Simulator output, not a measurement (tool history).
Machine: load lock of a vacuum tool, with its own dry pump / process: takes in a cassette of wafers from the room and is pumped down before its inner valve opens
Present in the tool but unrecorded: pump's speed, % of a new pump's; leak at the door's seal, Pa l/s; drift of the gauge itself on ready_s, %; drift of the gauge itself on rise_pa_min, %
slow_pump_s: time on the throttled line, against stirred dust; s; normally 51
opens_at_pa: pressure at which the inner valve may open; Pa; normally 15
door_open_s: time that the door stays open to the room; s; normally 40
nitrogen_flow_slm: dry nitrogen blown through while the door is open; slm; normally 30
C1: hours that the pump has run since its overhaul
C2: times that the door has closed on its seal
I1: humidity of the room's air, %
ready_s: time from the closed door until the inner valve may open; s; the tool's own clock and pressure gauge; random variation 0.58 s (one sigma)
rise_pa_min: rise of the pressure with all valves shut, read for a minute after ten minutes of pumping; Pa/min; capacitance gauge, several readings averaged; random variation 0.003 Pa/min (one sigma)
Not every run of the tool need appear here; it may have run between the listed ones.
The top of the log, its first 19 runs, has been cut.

{"run": 20, "hour": 5712.7, "slow_pump_s": 57, "opens_at_pa": 16, "door_open_s": 41, "nitrogen_flow_slm": 24, "C1": 5730, "C2": 24003, "I1": 45.4, "ready_s": 90.6, "rise_pa_min": 0.284}
{"run": 21, "hour": 5974.6, "slow_pump_s": 57, "opens_at_pa": 13, "door_open_s": 41, "nitrogen_flow_slm": 24, "C1": 5992, "C2": 25255, "I1": 41.2, "ready_s": 89, "rise_pa_min": 0.3}
{"run": 22, "hour": 6290.9, "slow_pump_s": 57, "opens_at_pa": 13, "door_open_s": 41, "nitrogen_flow_slm": 24, "C1": 6308, "C2": 26766, "I1": 49.9, "ready_s": 91.4, "rise_pa_min": 0.342}
{"run": 23, "hour": 6570.0, "slow_pump_s": 57, "opens_at_pa": 13, "door_open_s": 41, "nitrogen_flow_slm": 24, "C1": 6587, "C2": 28099, "I1": 46.3, "ready_s": 90.7, "rise_pa_min": 0.373}
{"run": 24, "hour": 6932.5, "slow_pump_s": 33, "opens_at_pa": 15, "door_open_s": 40, "nitrogen_flow_slm": 30, "C1": 6950, "C2": 29831, "I1": 42.4, "ready_s": 70.9, "rise_pa_min": 0.393}
{"run": 25, "hour": 7216.0, "slow_pump_s": 33, "opens_at_pa": 15, "door_open_s": 40, "nitrogen_flow_slm": 30, "C1": 7233, "C2": 31185, "I1": 44.3, "ready_s": 70.5, "rise_pa_min": 0.417}
{"run": 26, "hour": 7476.8, "slow_pump_s": 39, "opens_at_pa": 12, "door_open_s": 81, "nitrogen_flow_slm": 24, "C1": 7494, "C2": 32431, "I1": 46.8, "ready_s": 76.7, "rise_pa_min": 0.46}
{"run": 27, "hour": 7854.8, "slow_pump_s": 53, "opens_at_pa": 23, "door_open_s": 85, "nitrogen_flow_slm": 17, "C1": 7872, "C2": 34237, "I1": 44.6, "ready_s": 85, "rise_pa_min": 0.495}

Expected results for the next run?
{"run": 28, "hour": 8079.3, "slow_pump_s": 52, "opens_at_pa": 15, "door_open_s": 40, "nitrogen_flow_slm": 30, "C1": 8097, "C2": 35309, "I1": 46.6, "ready_s": "?", "rise_pa_min": "?"}

{"run 28": {"ready_s": 86.6, "rise_pa_min": 0.513}}
If the tool had no hidden condition, the same run with the same run-to-run variation would have returned ready_s 83.2 s, rise_pa_min 0.018 Pa/min.
